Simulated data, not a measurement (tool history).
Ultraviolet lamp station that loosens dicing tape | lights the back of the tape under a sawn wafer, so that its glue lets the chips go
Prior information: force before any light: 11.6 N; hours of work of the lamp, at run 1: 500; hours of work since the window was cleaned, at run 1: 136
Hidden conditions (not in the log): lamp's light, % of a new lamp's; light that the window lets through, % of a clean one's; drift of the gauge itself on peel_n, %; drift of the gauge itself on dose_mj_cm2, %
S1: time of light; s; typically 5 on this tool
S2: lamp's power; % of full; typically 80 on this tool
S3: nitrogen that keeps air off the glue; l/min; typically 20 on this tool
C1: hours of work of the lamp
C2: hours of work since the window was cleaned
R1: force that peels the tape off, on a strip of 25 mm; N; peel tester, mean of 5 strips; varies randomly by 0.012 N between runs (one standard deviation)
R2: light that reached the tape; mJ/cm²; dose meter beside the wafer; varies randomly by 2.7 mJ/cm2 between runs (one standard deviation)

run   hour  S1  S2  S3   C1   C2     R1   R2
  1    0.0   5  80  20  500  136  0.683  313
  2   30.3  10  80  20  524  160  0.254  625
  3   62.1   5  96  20  549  185  0.487  368
  4   86.6   5  80  20  569  205  0.745  306
  5  124.0   5  81  20  598  234  0.744  303
  6  160.1   5  80  20  627  263  0.753  297
  7  192.6   5  80  20  653  289  0.784  292
  8  216.4   5  80  20  671  308  0.791  293
  9  246.3   2  80  20  695  331  3.649  116
 10  263.9   2  80  20  709  345  3.764  116
 11  303.1   2  80  20  740  376  3.870  115
 12  332.2   2  80  20  763  399  3.929  110
 13  364.5   2  76  21  789  425  3.995  107
 14  394.5   2  76  21  813  449  4.100  101
 15  414.1   2  76  21  828  464  4.088  105
 16  433.3   2  76  34  843  480  3.708  104
 17  450.4   2  76  34  857  493  3.649  104
 18  475.2   2  76  34  877  513  3.654  103
 19  497.4   4  95  20  894  530  1.080  256
 20  529.6   4  95  20  920  556  1.113  251
 21  562.6   2  80  25  946  582  4.197  102
 22  585.0   9  64  33  964  600  0.404  371
 23  614.2   2  64  38  987  623  4.715   84

Forecast each of these 4 alternatives for the next run:
  A  635.2   3  84  18  1003  640   ?   ?
  B  635.2   4  65  34  1003  640   ?   ?
  C  635.2   3  85  19  1003  640   ?   ?
  D  635.2   4  93   7  1003  640   ?   ?

run     R1   R2
  A  2.607  163
  B  1.925  165
  C  2.545  160
  D  2.234  234
Without the tool's unlogged condition, the same runs would have read:
run     R1   R2
  A  1.460  229
  B  0.997  234
  C  1.404  228
  D  1.201  332
